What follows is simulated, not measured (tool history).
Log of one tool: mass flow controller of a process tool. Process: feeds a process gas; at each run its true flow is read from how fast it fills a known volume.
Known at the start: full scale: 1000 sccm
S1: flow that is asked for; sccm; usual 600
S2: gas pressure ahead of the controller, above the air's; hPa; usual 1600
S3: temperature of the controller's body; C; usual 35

{"run": 1, "hour": 0.0, "S1": 600, "S2": 1600, "S3": 35, "true flow (%)": 100.07}
{"run": 2, "hour": 95.4, "S1": 600, "S2": 1600, "S3": 35, "true flow (%)": 100.06}
{"run": 3, "hour": 215.0, "S1": 600, "S2": 1600, "S3": 26, "true flow (%)": 99.02}
{"run": 4, "hour": 302.2, "S1": 600, "S2": 1600, "S3": 26, "true flow (%)": 98.91}
{"run": 5, "hour": 407.0, "S1": 600, "S2": 2170, "S3": 26, "true flow (%)": 99.45}
{"run": 6, "hour": 467.2, "S1": 600, "S2": 1600, "S3": 35, "true flow (%)": 100.03}
{"run": 7, "hour": 546.9, "S1": 600, "S2": 1600, "S3": 35, "true flow (%)": 99.98}
{"run": 8, "hour": 663.0, "S1": 600, "S2": 1600, "S3": 35, "true flow (%)": 99.84}
{"run": 9, "hour": 779.7, "S1": 600, "S2": 1600, "S3": 35, "true flow (%)": 100.04}
{"run": 10, "hour": 911.1, "S1": 600, "S2": 1600, "S3": 35, "true flow (%)": 100.05}
{"run": 11, "hour": 967.9, "S1": 600, "S2": 1600, "S3": 35, "true flow (%)": 99.98}
{"run": 12, "hour": 1034.7, "S1": 600, "S2": 1600, "S3": 35, "true flow (%)": 99.97}
{"run": 13, "hour": 1093.7, "S1": 600, "S2": 1600, "S3": 35, "true flow (%)": 99.95}
{"run": 14, "hour": 1205.9, "S1": 361, "S2": 1600, "S3": 35, "true flow (%)": 99.63}
{"run": 15, "hour": 1329.9, "S1": 361, "S2": 1600, "S3": 35, "true flow (%)": 99.6}
{"run": 16, "hour": 1394.3, "S1": 361, "S2": 1600, "S3": 35, "true flow (%)": 99.53}
{"run": 17, "hour": 1520.7, "S1": 361, "S2": 1600, "S3": 35, "true flow (%)": 99.56}
{"run": 18, "hour": 1646.8, "S1": 701, "S2": 2500, "S3": 34, "true flow (%)": 100.95}
{"run": 19, "hour": 1728.3, "S1": 600, "S2": 2690, "S3": 21, "true flow (%)": 99.23}
{"run": 20, "hour": 1837.4, "S1": 600, "S2": 1600, "S3": 28, "true flow (%)": 99.33}
{"run": 21, "hour": 1933.6, "S1": 363, "S2": 1750, "S3": 39, "true flow (%)": 100.05}
{"run": 22, "hour": 2068.5, "S1": 363, "S2": 1750, "S3": 39, "true flow (%)": 100.11}
{"run": 23, "hour": 2154.9, "S1": 363, "S2": 1750, "S3": 39, "true flow (%)": 100.18}
{"run": 24, "hour": 2278.8, "S1": 600, "S2": 2440, "S3": 35, "true flow (%)": 100.6}
{"run": 25, "hour": 2347.4, "S1": 600, "S2": 2440, "S3": 35, "true flow (%)": 100.67}
{"run": 26, "hour": 2445.1, "S1": 156, "S2": 2110, "S3": 34, "true flow (%)": 100.28}
{"run": 27, "hour": 2565.9, "S1": 312, "S2": 1600, "S3": 40, "true flow (%)": 100.03}
{"run": 28, "hour": 2690.5, "S1": 312, "S2": 1600, "S3": 40, "true flow (%)": 100.13}
{"run": 29, "hour": 2749.3, "S1": 600, "S2": 1690, "S3": 35, "true flow (%)": 100.05}
{"run": 30, "hour": 2844.3, "S1": 270, "S2": 1440, "S3": 30, "true flow (%)": 99.07}
{"run": 31, "hour": 2965.1, "S1": 259, "S2": 1440, "S3": 35, "true flow (%)": 99.42}
{"run": 32, "hour": 3057.3, "S1": 259, "S2": 1440, "S3": 35, "true flow (%)": 99.53}
{"run": 33, "hour": 3142.0, "S1": 259, "S2": 1440, "S3": 35, "true flow (%)": 99.62}
{"run": 34, "hour": 3207.6, "S1": 715, "S2": 1650, "S3": 23, "true flow (%)": 98.93}

Forecast each of these 4 alternatives for the next run:
{"run": "A", "hour": 3342.6, "S1": 901, "S2": 1600, "S3": 34, "true flow (%)": "?"}
{"run": "B", "hour": 3342.6, "S1": 658, "S2": 1460, "S3": 33, "true flow (%)": "?"}
{"run": "C", "hour": 3342.6, "S1": 167, "S2": 1600, "S3": 26, "true flow (%)": "?"}
{"run": "D", "hour": 3342.6, "S1": 399, "S2": 1550, "S3": 36, "true flow (%)": "?"}

run=A true_flow_(%)=100.59
run=B true_flow_(%)=99.83
run=C true_flow_(%)=99.05
run=D true_flow_(%)=99.75
Without the tool's hidden state the same runs would have given:
run=A true_flow_(%)=100.42
run=B true_flow_(%)=99.55
run=C true_flow_(%)=97.54
run=D true_flow_(%)=99.19
